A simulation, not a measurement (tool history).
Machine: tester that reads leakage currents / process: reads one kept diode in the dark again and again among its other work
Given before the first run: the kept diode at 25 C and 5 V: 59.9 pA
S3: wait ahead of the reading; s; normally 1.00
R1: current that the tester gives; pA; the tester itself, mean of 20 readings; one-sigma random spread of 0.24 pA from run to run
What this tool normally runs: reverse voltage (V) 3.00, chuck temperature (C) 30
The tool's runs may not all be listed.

{"run": 1, "hour": 0.0, "reverse voltage (V)": 3.0, "chuck temperature (C)": 30, "S3": 1.0, "R1": 76.41}
{"run": 2, "hour": 37.5, "reverse voltage (V)": 3.0, "chuck temperature (C)": 30, "S3": 0.5, "R1": 77.04}
{"run": 3, "hour": 58.8, "reverse voltage (V)": 3.0, "chuck temperature (C)": 40, "S3": 1.0, "R1": 175.12}
{"run": 4, "hour": 86.7, "reverse voltage (V)": 3.0, "chuck temperature (C)": 42, "S3": 1.0, "R1": 206.53}
{"run": 5, "hour": 104.6, "reverse voltage (V)": 3.0, "chuck temperature (C)": 37, "S3": 1.0, "R1": 138.16}
{"run": 6, "hour": 125.5, "reverse voltage (V)": 1.55, "chuck temperature (C)": 30, "S3": 1.0, "R1": 59.13}
{"run": 7, "hour": 151.9, "reverse voltage (V)": 1.55, "chuck temperature (C)": 30, "S3": 1.0, "R1": 59.17}
{"run": 8, "hour": 181.8, "reverse voltage (V)": 3.0, "chuck temperature (C)": 23, "S3": 1.0, "R1": 41.56}
{"run": 9, "hour": 202.3, "reverse voltage (V)": 3.0, "chuck temperature (C)": 23, "S3": 1.0, "R1": 41.55}
{"run": 10, "hour": 229.2, "reverse voltage (V)": 3.0, "chuck temperature (C)": 23, "S3": 1.0, "R1": 41.65}
{"run": 11, "hour": 253.7, "reverse voltage (V)": 3.0, "chuck temperature (C)": 23, "S3": 1.0, "R1": 41.59}
{"run": 12, "hour": 276.9, "reverse voltage (V)": 3.0, "chuck temperature (C)": 23, "S3": 1.0, "R1": 41.73}
{"run": 13, "hour": 311.0, "reverse voltage (V)": 3.0, "chuck temperature (C)": 23, "S3": 1.0, "R1": 41.56}
{"run": 14, "hour": 348.3, "reverse voltage (V)": 3.0, "chuck temperature (C)": 30, "S3": 1.0, "R1": 76.99}
{"run": 15, "hour": 377.8, "reverse voltage (V)": 3.0, "chuck temperature (C)": 30, "S3": 1.0, "R1": 76.57}
{"run": 16, "hour": 409.2, "reverse voltage (V)": 3.0, "chuck temperature (C)": 30, "S3": 1.0, "R1": 76.49}
{"run": 17, "hour": 424.5, "reverse voltage (V)": 3.58, "chuck temperature (C)": 30, "S3": 1.0, "R1": 82.24}
{"run": 18, "hour": 447.6, "reverse voltage (V)": 6.58, "chuck temperature (C)": 51, "S3": 1.55, "R1": 562.4}
{"run": 19, "hour": 476.9, "reverse voltage (V)": 6.58, "chuck temperature (C)": 51, "S3": 1.55, "R1": 561.7}
{"run": 20, "hour": 501.7, "reverse voltage (V)": 6.58, "chuck temperature (C)": 51, "S3": 1.55, "R1": 561.57}
{"run": 21, "hour": 536.4, "reverse voltage (V)": 2.96, "chuck temperature (C)": 27, "S3": 1.55, "R1": 59.02}
{"run": 22, "hour": 564.6, "reverse voltage (V)": 2.96, "chuck temperature (C)": 27, "S3": 1.55, "R1": 58.66}
{"run": 23, "hour": 597.7, "reverse voltage (V)": 2.96, "chuck temperature (C)": 27, "S3": 1.55, "R1": 58.6}
{"run": 24, "hour": 626.7, "reverse voltage (V)": 2.96, "chuck temperature (C)": 27, "S3": 1.55, "R1": 58.59}
{"run": 25, "hour": 644.3, "reverse voltage (V)": 2.96, "chuck temperature (C)": 27, "S3": 1.55, "R1": 58.78}
{"run": 26, "hour": 676.2, "reverse voltage (V)": 3.0, "chuck temperature (C)": 22, "S3": 1.0, "R1": 38.1}
{"run": 27, "hour": 698.1, "reverse voltage (V)": 3.0, "chuck temperature (C)": 22, "S3": 1.0, "R1": 37.76}
{"run": 28, "hour": 732.6, "reverse voltage (V)": 3.0, "chuck temperature (C)": 59, "S3": 0.49, "R1": 745.34}
{"run": 29, "hour": 767.3, "reverse voltage (V)": 3.0, "chuck temperature (C)": 59, "S3": 0.4, "R1": 744.68}
{"run": 30, "hour": 791.3, "reverse voltage (V)": 3.0, "chuck temperature (C)": 59, "S3": 0.4, "R1": 748.39}
{"run": 31, "hour": 815.9, "reverse voltage (V)": 3.0, "chuck temperature (C)": 59, "S3": 0.43, "R1": 748.25}
{"run": 32, "hour": 839.1, "reverse voltage (V)": 3.0, "chuck temperature (C)": 59, "S3": 0.43, "R1": 747.25}
{"run": 33, "hour": 863.7, "reverse voltage (V)": 1.63, "chuck temperature (C)": 59, "S3": 0.53, "R1": 591.47}
{"run": 34, "hour": 891.4, "reverse voltage (V)": 2.46, "chuck temperature (C)": 30, "S3": 1.0, "R1": 70.65}

Predict each of these 4 candidate next runs independently; none follows another, all start after run 34:
{"run": "A", "hour": 921.5, "reverse voltage (V)": 2.65, "chuck temperature (C)": 45, "S3": 1.0, "R1": "?"}
{"run": "B", "hour": 921.5, "reverse voltage (V)": 2.46, "chuck temperature (C)": 59, "S3": 1.51, "R1": "?"}
{"run": "C", "hour": 921.5, "reverse voltage (V)": 1.8, "chuck temperature (C)": 30, "S3": 5.46, "R1": "?"}
{"run": "D", "hour": 921.5, "reverse voltage (V)": 3.84, "chuck temperature (C)": 30, "S3": 1.0, "R1": "?"}

run=A R1=249.80
run=B R1=688.35
run=C R1=62.47
run=D R1=84.60
With the hidden condition removed and each run's random variation left untouched, the same runs would have given:
run=A R1=249.54
run=B R1=687.70
run=C R1=62.39
run=D R1=84.50
